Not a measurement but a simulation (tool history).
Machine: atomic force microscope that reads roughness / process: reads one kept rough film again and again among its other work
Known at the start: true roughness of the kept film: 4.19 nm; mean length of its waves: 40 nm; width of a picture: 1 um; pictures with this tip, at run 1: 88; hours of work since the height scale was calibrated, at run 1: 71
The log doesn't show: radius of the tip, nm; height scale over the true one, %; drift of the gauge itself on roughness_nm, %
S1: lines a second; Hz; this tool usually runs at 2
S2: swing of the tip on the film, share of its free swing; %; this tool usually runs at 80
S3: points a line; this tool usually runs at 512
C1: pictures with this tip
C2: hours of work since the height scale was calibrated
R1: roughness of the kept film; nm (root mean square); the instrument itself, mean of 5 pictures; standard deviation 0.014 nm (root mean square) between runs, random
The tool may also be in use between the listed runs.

{"run": 1, "day": 0.0, "S1": 2, "S2": 80, "S3": 512, "C1": 88, "C2": 71, "R1": 3.455}
{"run": 2, "day": 0.762, "S1": 2, "S2": 80, "S3": 512, "C1": 134, "C2": 85, "R1": 3.471}
{"run": 3, "day": 1.7, "S1": 0.76, "S2": 80, "S3": 512, "C1": 190, "C2": 102, "R1": 3.71}
{"run": 4, "day": 2.496, "S1": 2, "S2": 80, "S3": 512, "C1": 238, "C2": 117, "R1": 3.47}
{"run": 5, "day": 3.092, "S1": 2, "S2": 80, "S3": 512, "C1": 274, "C2": 128, "R1": 3.465}
{"run": 6, "day": 3.75, "S1": 2, "S2": 80, "S3": 512, "C1": 313, "C2": 140, "R1": 3.458}
{"day": 4.054, "done": "new tip fitted"}
{"run": 7, "day": 4.196, "S1": 2, "S2": 80, "S3": 512, "C1": 9, "C2": 148, "R1": 3.473}
{"run": 8, "day": 4.996, "S1": 2, "S2": 80, "S3": 512, "C1": 57, "C2": 163, "R1": 3.459}
{"run": 9, "day": 5.788, "S1": 2, "S2": 80, "S3": 512, "C1": 104, "C2": 178, "R1": 3.468}
{"run": 10, "day": 6.425, "S1": 2, "S2": 80, "S3": 463, "C1": 142, "C2": 190, "R1": 3.435}
{"run": 11, "day": 7.1, "S1": 2, "S2": 80, "S3": 463, "C1": 183, "C2": 202, "R1": 3.46}
{"run": 12, "day": 7.812, "S1": 2, "S2": 80, "S3": 463, "C1": 226, "C2": 216, "R1": 3.463}
{"run": 13, "day": 8.596, "S1": 0.83, "S2": 57, "S3": 476, "C1": 273, "C2": 230, "R1": 3.832}
{"run": 14, "day": 9.008, "S1": 3.63, "S2": 57, "S3": 973, "C1": 297, "C2": 238, "R1": 3.692}
{"day": 9.567, "done": "new tip fitted"}
{"run": 15, "day": 9.754, "S1": 3.63, "S2": 57, "S3": 973, "C1": 11, "C2": 251, "R1": 3.712}
{"run": 16, "day": 10.3, "S1": 2.3, "S2": 77, "S3": 273, "C1": 44, "C2": 262, "R1": 3.442}
{"run": 17, "day": 10.688, "S1": 2.3, "S2": 77, "S3": 273, "C1": 67, "C2": 269, "R1": 3.439}
{"run": 18, "day": 11.508, "S1": 0.85, "S2": 80, "S3": 282, "C1": 116, "C2": 284, "R1": 3.68}
{"run": 19, "day": 12.338, "S1": 0.85, "S2": 80, "S3": 282, "C1": 166, "C2": 299, "R1": 3.688}
{"run": 20, "day": 13.183, "S1": 1.08, "S2": 80, "S3": 282, "C1": 216, "C2": 315, "R1": 3.655}
{"run": 21, "day": 13.975, "S1": 1.08, "S2": 80, "S3": 282, "C1": 264, "C2": 330, "R1": 3.623}
{"run": 22, "day": 14.912, "S1": 0.63, "S2": 80, "S3": 526, "C1": 320, "C2": 347, "R1": 3.746}
{"day": 15.088, "done": "new tip fitted"}
{"run": 23, "day": 15.85, "S1": 1.79, "S2": 61, "S3": 566, "C1": 46, "C2": 364, "R1": 3.787}
{"run": 24, "day": 16.242, "S1": 3.52, "S2": 88, "S3": 328, "C1": 70, "C2": 372, "R1": 2.926}

Forecast each of these 4 alternatives for the next run:
{"run": "A", "day": 17.046, "S1": 3.52, "S2": 88, "S3": 360, "C1": 118, "C2": 387, "R1": "?"}
{"run": "B", "day": 17.046, "S1": 0.66, "S2": 88, "S3": 328, "C1": 118, "C2": 387, "R1": "?"}
{"run": "C", "day": 17.046, "S1": 2, "S2": 80, "S3": 456, "C1": 118, "C2": 387, "R1": "?"}
{"run": "D", "day": 17.046, "S1": 2, "S2": 69, "S3": 512, "C1": 118, "C2": 387, "R1": "?"}

run=A R1=2.957
run=B R1=3.664
run=C R1=3.5
run=D R1=3.642
Without the tool's unlogged condition, the same runs would have read:
run=A R1=2.96
run=B R1=3.667
run=C R1=3.504
run=D R1=3.645

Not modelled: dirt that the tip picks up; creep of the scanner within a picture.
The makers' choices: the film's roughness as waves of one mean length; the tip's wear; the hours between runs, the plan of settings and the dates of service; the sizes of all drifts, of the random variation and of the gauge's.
